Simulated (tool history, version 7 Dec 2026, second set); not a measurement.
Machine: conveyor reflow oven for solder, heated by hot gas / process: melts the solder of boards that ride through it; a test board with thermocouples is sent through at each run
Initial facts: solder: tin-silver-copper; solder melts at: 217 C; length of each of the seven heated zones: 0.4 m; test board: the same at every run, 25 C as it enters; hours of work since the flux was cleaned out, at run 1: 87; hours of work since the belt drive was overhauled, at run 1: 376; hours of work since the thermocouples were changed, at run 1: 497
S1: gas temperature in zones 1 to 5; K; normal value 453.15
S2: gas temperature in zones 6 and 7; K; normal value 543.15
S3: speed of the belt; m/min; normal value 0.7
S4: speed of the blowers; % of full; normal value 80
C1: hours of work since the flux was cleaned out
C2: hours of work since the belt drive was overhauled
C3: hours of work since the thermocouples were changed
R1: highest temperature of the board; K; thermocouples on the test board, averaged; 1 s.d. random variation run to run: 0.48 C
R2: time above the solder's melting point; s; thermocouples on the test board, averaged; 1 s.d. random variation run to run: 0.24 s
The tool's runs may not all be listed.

run 1 hour=0 | S1=453.15 S2=543.15 S3=0.7 S4=80 | C1=87 C2=376 C3=497 | R1=533.15 R2=59.6
run 2 hour=27.7 | S1=453.15 S2=543.15 S3=0.7 S4=80 | C1=103 C2=392 C3=514 | R1=532.85 R2=59.5
run 3 hour=69.9 | S1=453.15 S2=543.15 S3=0.7 S4=72 | C1=128 C2=417 C3=539 | R1=531.55 R2=58.7
run 4 hour=104.6 | S1=453.15 S2=543.15 S3=0.719 S4=72 | C1=149 C2=438 C3=559 | R1=531.65 R2=56.4
run 5 hour=122.9 | S1=453.15 S2=543.15 S3=0.719 S4=72 | C1=160 C2=449 C3=570 | R1=531.75 R2=57
run 6 hour=162.1 | S1=453.15 S2=543.15 S3=0.7 S4=80 | C1=183 C2=472 C3=593 | R1=532.15 R2=58.9
-- hour=179.4 flux residue cleaned out of gas plates and filters
run 7 hour=194.8 | S1=453.15 S2=543.15 S3=0.733 S4=80 | C1=9 C2=488 C3=609 | R1=532.75 R2=56.5

Run 8 has not been measured yet. What should we expect?
run 8 hour=220.6 | S1=453.15 S2=543.15 S3=0.733 S4=80 | C1=24 C2=503 C3=625 | R1=? R2=?

{"run 8": {"R1": 531.25, "R2": 56.1}}
With the hidden condition absent and the run-to-run variation left alone, this run would have shown R1 533.35 K, R2 56.3 s.

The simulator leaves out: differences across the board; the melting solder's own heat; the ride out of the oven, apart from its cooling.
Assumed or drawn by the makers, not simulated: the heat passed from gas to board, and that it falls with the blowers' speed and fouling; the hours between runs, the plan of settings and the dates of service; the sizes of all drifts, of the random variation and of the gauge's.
